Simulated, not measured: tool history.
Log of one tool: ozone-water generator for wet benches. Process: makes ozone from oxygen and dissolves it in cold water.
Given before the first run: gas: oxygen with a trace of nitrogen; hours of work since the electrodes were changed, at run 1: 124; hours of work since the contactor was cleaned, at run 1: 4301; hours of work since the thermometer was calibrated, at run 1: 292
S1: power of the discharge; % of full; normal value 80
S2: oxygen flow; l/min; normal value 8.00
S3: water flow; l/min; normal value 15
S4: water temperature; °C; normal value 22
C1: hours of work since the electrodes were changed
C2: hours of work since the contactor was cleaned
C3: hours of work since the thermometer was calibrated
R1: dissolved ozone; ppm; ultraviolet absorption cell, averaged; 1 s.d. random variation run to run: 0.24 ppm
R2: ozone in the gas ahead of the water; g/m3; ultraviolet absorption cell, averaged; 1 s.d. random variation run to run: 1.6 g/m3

run	hour	S1	S2	S3	S4	C1	C2	C3	R1	R2
1	0.0	80	8.00	15	22	124	4301	292	36.2	301.8
2	57.2	80	8.00	15	22	176	4353	345	36.0	301.0
3	102.7	80	8.00	15	22	218	4395	386	35.9	301.9
4	134.0	80	8.00	15	22	246	4424	415	35.8	303.5
5	180.5	80	8.00	15	22	289	4466	457	36.1	302.7
6	238.3	80	8.00	15	22	342	4519	510	36.3	302.1
7	301.0	80	8.00	15	22	399	4577	568	35.9	299.7
8	335.8	80	8.00	15	15	431	4608	600	42.0	304.1
9	393.1	45	8.00	15	22	484	4661	652	22.1	183.9
10	434.7	80	8.00	15	18	522	4699	690	39.3	304.5
11	503.6	80	8.00	15	22	585	4762	753	36.3	307.4
12	571.6	80	10.10	15	22	647	4824	816	34.1	267.8
13	611.7	80	10.10	15	22	684	4861	852	34.6	271.0
14	672.8	80	10.10	15	22	740	4917	908	34.9	266.2
15	706.3	80	8.00	15	19	771	4948	939	38.3	306.5
16	762.3	80	8.00	15	19	822	4999	990	38.9	308.0
17	792.6	80	8.00	15	22	850	5027	1018	36.5	307.7
18	851.3	80	4.58	15	22	903	5081	1072	38.8	422.1
19	907.6	80	6.58	24	27	955	5132	1123	24.9	340.7
20	937.9	68	5.94	14	15	983	5160	1151	39.1	315.4
21	991.5	68	5.94	14	15	1032	5209	1200	39.1	314.3
22	1030.9	68	5.94	14	15	1068	5245	1236	39.1	315.0

Predict the results of run 23:
23	1096.1	80	4.73	15	16	1128	5305	1296	?	?

Run 23 yielded R1 42.5 ppm, R2 417.7 g/m3.
With no hidden state in the tool, this same run would have given R1 42.5 ppm, R2 407.1 g/m3.
